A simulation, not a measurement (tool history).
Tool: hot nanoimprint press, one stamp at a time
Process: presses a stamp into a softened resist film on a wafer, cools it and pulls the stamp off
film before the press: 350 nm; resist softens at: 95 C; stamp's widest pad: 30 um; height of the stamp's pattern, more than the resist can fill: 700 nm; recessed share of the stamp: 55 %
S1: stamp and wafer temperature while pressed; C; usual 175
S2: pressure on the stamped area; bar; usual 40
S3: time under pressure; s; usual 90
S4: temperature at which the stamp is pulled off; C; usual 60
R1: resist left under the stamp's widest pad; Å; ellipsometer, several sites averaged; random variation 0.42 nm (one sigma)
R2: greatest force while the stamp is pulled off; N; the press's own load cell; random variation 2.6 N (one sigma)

run 1 day=0 | S1=175 S2=40 S3=90 S4=60 | R1=1840 R2=259
run 2 day=0.288 | S1=175 S2=31.5 S3=90 S4=60 | R1=1997 R2=259
run 3 day=0.721 | S1=175 S2=31.5 S3=90 S4=60 | R1=1989 R2=260
run 4 day=1.05 | S1=175 S2=26.9 S3=90 S4=60 | R1=2090 R2=265
run 5 day=1.317 | S1=175 S2=40 S3=90 S4=60 | R1=1840 R2=264
run 6 day=1.642 | S1=175 S2=40 S3=90 S4=60 | R1=1839 R2=260
run 7 day=1.85 | S1=172 S2=40 S3=90 S4=60 | R1=2037 R2=264
run 8 day=2.104 | S1=172 S2=40 S3=90 S4=60 | R1=2034 R2=264
run 9 day=2.35 | S1=183 S2=40 S3=90 S4=60 | R1=1371 R2=269
run 10 day=2.729 | S1=175 S2=40 S3=170 S4=60 | R1=1427 R2=263
run 11 day=3.162 | S1=175 S2=40 S3=90 S4=60 | R1=1837 R2=263
run 12 day=3.521 | S1=175 S2=40 S3=90 S4=60 | R1=1834 R2=267
run 13 day=3.983 | S1=175 S2=40 S3=90 S4=60 | R1=1834 R2=262
run 14 day=4.467 | S1=171 S2=40 S3=90 S4=60 | R1=2103 R2=270
run 15 day=4.833 | S1=171 S2=40 S3=90 S4=60 | R1=2116 R2=268
run 16 day=5.058 | S1=171 S2=40 S3=90 S4=60 | R1=2105 R2=273
run 17 day=5.392 | S1=171 S2=40 S3=90 S4=60 | R1=2110 R2=273
run 18 day=5.679 | S1=167 S2=41.7 S3=94 S4=51 | R1=2330 R2=319
run 19 day=6.158 | S1=163 S2=40 S3=90 S4=52 | R1=2663 R2=306
run 20 day=6.488 | S1=176 S2=34 S3=51 S4=53 | R1=2263 R2=310
run 21 day=6.888 | S1=176 S2=34 S3=51 S4=53 | R1=2262 R2=300
run 22 day=7.325 | S1=176 S2=34 S3=51 S4=53 | R1=2248 R2=306
run 23 day=7.788 | S1=176 S2=34 S3=51 S4=53 | R1=2259 R2=309
run 24 day=8.067 | S1=176 S2=34 S3=129 S4=53 | R1=1640 R2=306
run 25 day=8.279 | S1=183 S2=40 S3=90 S4=60 | R1=1360 R2=273
run 26 day=8.7 | S1=180 S2=51.4 S3=139 S4=58 | R1=1144 R2=288
run 27 day=9.162 | S1=175 S2=40 S3=50 S4=60 | R1=2217 R2=278
run 28 day=9.467 | S1=175 S2=40 S3=50 S4=60 | R1=2229 R2=273
run 29 day=9.762 | S1=175 S2=47.6 S3=50 S4=60 | R1=2113 R2=281
run 30 day=10.217 | S1=171 S2=47.6 S3=138 S4=60 | R1=1700 R2=279

Forecast each of these 3 alternatives for the next run:
run A day=10.55 | S1=175 S2=40 S3=52 S4=50 | R1=? R2=?
run B day=10.55 | S1=175 S2=32.8 S3=90 S4=58 | R1=? R2=?
run C day=10.55 | S1=172 S2=40 S3=90 S4=60 | R1=? R2=?

run=A R1=2197 R2=333
run=B R1=1963 R2=293
run=C R1=2032 R2=276
Without the tool's hidden state the same runs would have given:
run=A R1=2208 R2=281
run=B R1=1978 R2=247
run=C R1=2044 R2=233
